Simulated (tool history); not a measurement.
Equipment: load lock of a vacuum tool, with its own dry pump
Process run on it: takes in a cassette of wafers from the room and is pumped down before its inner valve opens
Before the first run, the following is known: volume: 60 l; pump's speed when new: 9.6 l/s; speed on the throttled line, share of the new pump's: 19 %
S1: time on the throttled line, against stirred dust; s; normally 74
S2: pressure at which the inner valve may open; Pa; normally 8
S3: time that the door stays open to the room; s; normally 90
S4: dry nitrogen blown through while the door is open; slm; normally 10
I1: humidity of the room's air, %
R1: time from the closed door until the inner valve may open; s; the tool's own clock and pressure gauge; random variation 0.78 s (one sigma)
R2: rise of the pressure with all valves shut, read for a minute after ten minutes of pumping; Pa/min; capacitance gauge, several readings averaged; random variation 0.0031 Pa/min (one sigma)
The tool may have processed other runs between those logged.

{"run": 1, "hour": 0.0, "S1": 74, "S2": 8, "S3": 90, "S4": 10, "I1": 46.5, "R1": 124.1, "R2": 0.185}
{"run": 2, "hour": 332.5, "S1": 74, "S2": 8, "S3": 90, "S4": 10, "I1": 45.1, "R1": 122.4, "R2": 0.188}
{"run": 3, "hour": 603.2, "S1": 74, "S2": 8, "S3": 90, "S4": 10, "I1": 44.2, "R1": 122.6, "R2": 0.184}
{"run": 4, "hour": 957.6, "S1": 74, "S2": 8, "S3": 90, "S4": 10, "I1": 43.4, "R1": 122.1, "R2": 0.196}
{"run": 5, "hour": 1138.7, "S1": 74, "S2": 8, "S3": 90, "S4": 10, "I1": 43.9, "R1": 124.1, "R2": 0.199}
{"run": 6, "hour": 1518.5, "S1": 74, "S2": 8, "S3": 90, "S4": 10, "I1": 45.4, "R1": 124.1, "R2": 0.21}
{"run": 7, "hour": 1717.3, "S1": 74, "S2": 8, "S3": 90, "S4": 10, "I1": 45.1, "R1": 125.2, "R2": 0.205}
{"run": 8, "hour": 2058.1, "S1": 74, "S2": 8, "S3": 90, "S4": 10, "I1": 45.4, "R1": 124.1, "R2": 0.219}
{"run": 9, "hour": 2431.5, "S1": 74, "S2": 11, "S3": 90, "S4": 10, "I1": 44.2, "R1": 121.2, "R2": 0.215}
{"run": 10, "hour": 2647.5, "S1": 74, "S2": 11, "S3": 90, "S4": 10, "I1": 44.8, "R1": 121.7, "R2": 0.229}
{"run": 11, "hour": 2916.1, "S1": 74, "S2": 11, "S3": 90, "S4": 10, "I1": 43.8, "R1": 123.1, "R2": 0.234}
{"run": 12, "hour": 3245.0, "S1": 74, "S2": 8, "S3": 90, "S4": 10, "I1": 48.1, "R1": 126.2, "R2": 0.242}
{"run": 13, "hour": 3471.7, "S1": 74, "S2": 8, "S3": 90, "S4": 10, "I1": 44.7, "R1": 124.5, "R2": 0.235}
{"run": 14, "hour": 3676.1, "S1": 74, "S2": 8, "S3": 90, "S4": 10, "I1": 45.5, "R1": 125.4, "R2": 0.241}
{"run": 15, "hour": 3948.6, "S1": 74, "S2": 8, "S3": 90, "S4": 10, "I1": 42.9, "R1": 126.3, "R2": 0.24}
{"run": 16, "hour": 4220.3, "S1": 74, "S2": 8, "S3": 90, "S4": 10, "I1": 46.9, "R1": 126.6, "R2": 0.247}
{"run": 17, "hour": 4572.9, "S1": 74, "S2": 8, "S3": 90, "S4": 10, "I1": 45.7, "R1": 127.0, "R2": 0.263}
{"run": 18, "hour": 4763.1, "S1": 74, "S2": 8, "S3": 114, "S4": 10, "I1": 46.9, "R1": 125.8, "R2": 0.276}
{"run": 19, "hour": 4966.2, "S1": 74, "S2": 13, "S3": 213, "S4": 10, "I1": 47.8, "R1": 120.6, "R2": 0.293}
{"run": 20, "hour": 5160.3, "S1": 74, "S2": 13, "S3": 213, "S4": 10, "I1": 44.9, "R1": 121.5, "R2": 0.284}

For run 21, what comes out?
{"run": 21, "hour": 5541.4, "S1": 87, "S2": 9, "S3": 90, "S4": 10, "I1": 44.4, "R1": "?", "R2": "?"}

Logged for run 21: R1 135.8 s, R2 0.272 Pa/min.
If the tool had no hidden condition, the same run with the same run-to-run variation would have returned R1 129.6 s, R2 0.056 Pa/min.

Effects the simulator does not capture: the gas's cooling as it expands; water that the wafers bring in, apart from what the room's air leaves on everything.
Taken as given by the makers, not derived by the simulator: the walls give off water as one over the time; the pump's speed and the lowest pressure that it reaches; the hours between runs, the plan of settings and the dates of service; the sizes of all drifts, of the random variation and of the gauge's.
